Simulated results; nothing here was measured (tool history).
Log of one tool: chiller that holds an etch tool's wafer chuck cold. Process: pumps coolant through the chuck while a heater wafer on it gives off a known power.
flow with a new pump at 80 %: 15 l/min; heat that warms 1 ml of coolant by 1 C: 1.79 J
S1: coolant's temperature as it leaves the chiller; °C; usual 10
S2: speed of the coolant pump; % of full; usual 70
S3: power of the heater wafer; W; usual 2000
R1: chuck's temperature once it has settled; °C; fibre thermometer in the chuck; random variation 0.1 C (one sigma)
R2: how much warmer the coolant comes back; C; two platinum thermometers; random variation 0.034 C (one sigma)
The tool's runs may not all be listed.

Run 1, day 0.000: usual settings. Result: R1 22.6 °C, R2 5.15 C.
Run 2, day 3.321: usual settings. Result: R1 22.8 °C, R2 5.06 C.
Run 3, day 6.929: usual settings. Result: R1 22.8 °C, R2 5.07 C.
Run 4, day 9.108: usual settings but S1 4 °C. Result: R1 16.6 °C, R2 5.04 C.
Run 5, day 11.438: usual settings but S1 4 °C. Result: R1 16.7 °C, R2 5.02 C.
Run 6, day 14.125: usual settings but S1 4 °C. Result: R1 16.7 °C, R2 4.94 C.
Run 7, day 16.200: usual settings. Result: R1 22.9 °C, R2 5.01 C.
Run 8, day 19.262: usual settings. Result: R1 22.8 °C, R2 4.99 C.
Run 9, day 21.083: usual settings. Result: R1 22.6 °C, R2 4.99 C.
Run 10, day 24.029: usual settings. Result: R1 22.8 °C, R2 4.91 C.
Run 11, day 25.625: usual settings. Result: R1 22.9 °C, R2 5.01 C.
Run 12, day 29.133: usual settings. Result: R1 22.7 °C, R2 4.99 C.
Run 13, day 32.138: usual settings. Result: R1 22.9 °C, R2 4.90 C.
Run 14, day 34.421: usual settings. Result: R1 22.9 °C, R2 4.90 C.
Run 15, day 37.333: usual settings. Result: R1 22.8 °C, R2 4.96 C.
Run 16, day 40.962: usual settings but S1 19 °C. Result: R1 31.9 °C, R2 4.86 C.
Run 17, day 43.612: usual settings but S1 19 °C. Result: R1 31.9 °C, R2 4.84 C.

Forecast run 18:
Run 18, day 45.646: usual settings but S1 17 °C, S2 80 % of full, S3 1439 W. Result: R1 ?, R2 ?.

Run 18 gave R1 25.3 °C, R2 3.00 C.
Without the tool's hidden state the same run would have given R1 25.3 °C, R2 3.25 C.
